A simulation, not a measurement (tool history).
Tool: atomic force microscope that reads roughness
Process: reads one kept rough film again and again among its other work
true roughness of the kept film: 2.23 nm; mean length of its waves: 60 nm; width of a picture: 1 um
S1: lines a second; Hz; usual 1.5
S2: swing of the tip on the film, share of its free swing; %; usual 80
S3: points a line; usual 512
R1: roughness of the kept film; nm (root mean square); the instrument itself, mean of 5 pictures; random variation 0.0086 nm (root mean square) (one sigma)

Run 1, day 0: usual settings. Result: R1 1.887 nm (root mean square).
Run 2, day 2.538: usual settings. Result: R1 1.853 nm (root mean square).
At day 3.512: new tip fitted.
Run 3, day 4.183: usual settings. Result: R1 1.9 nm (root mean square).
Run 4, day 6.6: usual settings but S1 1.63 Hz. Result: R1 1.843 nm (root mean square).
Run 5, day 8.7: usual settings. Result: R1 1.844 nm (root mean square).
At day 9.579: new tip fitted.
Run 6, day 10.996: usual settings. Result: R1 1.88 nm (root mean square).
Run 7, day 13.125: usual settings. Result: R1 1.878 nm (root mean square).
Run 8, day 15.117: usual settings. Result: R1 1.86 nm (root mean square).
At day 15.421: height scale calibrated on a step standard.
At day 15.696: new tip fitted.
Run 9, day 17.588: usual settings. Result: R1 1.882 nm (root mean square).
Run 10, day 20.554: usual settings but S3 877. Result: R1 1.846 nm (root mean square).
At day 21.562: new tip fitted.
At day 22.854: height scale calibrated on a step standard, once more.
Run 11, day 23.288: usual settings but S1 1.49 Hz, S2 83 %. Result: R1 1.858 nm (root mean square).
Run 12, day 25.879: usual settings but S1 0.51 Hz, S2 74 %, S3 433. Result: R1 2.077 nm (root mean square).
At day 27.558: new tip fitted.
Run 13, day 28.929: usual settings but S1 1.87 Hz, S3 269. Result: R1 1.83 nm (root mean square).
Run 14, day 30.346: usual settings but S1 1.87 Hz, S3 269. Result: R1 1.812 nm (root mean square).
Run 15, day 33.342: usual settings but S1 1.87 Hz, S3 269. Result: R1 1.788 nm (root mean square).
At day 33.638: new tip fitted.
Run 16, day 36.083: usual settings but S1 2 Hz, S2 74 %, S3 357. Result: R1 1.882 nm (root mean square).
Run 17, day 37.975: usual settings but S1 2 Hz, S2 74 %, S3 357. Result: R1 1.873 nm (root mean square).
At day 39.625: new tip fitted.
Run 18, day 40.05: usual settings but S1 0.82 Hz, S2 70 %, S3 933. Result: R1 2.094 nm (root mean square).
Run 19, day 43.167: usual settings but S1 1.1 Hz. Result: R1 1.927 nm (root mean square).
At day 45.696: new tip fitted.
Run 20, day 46.212: usual settings but S1 1.1 Hz. Result: R1 1.983 nm (root mean square).

The same runs without the tool's hidden state, with the same run-to-run variation:
The hidden state here: radius of the tip, nm; height scale over the true one, %; drift of the gauge itself on roughness_nm, %.
run     R1
  1   1.91
  2  1.902
  3  1.918
  4  1.882
  5  1.904
  6  1.902
  7  1.919
  8  1.918
  9  1.911
 10  1.899
 11  1.874
 12   2.12
 13  1.842
 14  1.836
 15  1.839
 16  1.908
 17  1.913
 18    2.1
 19  1.963
 20  1.993
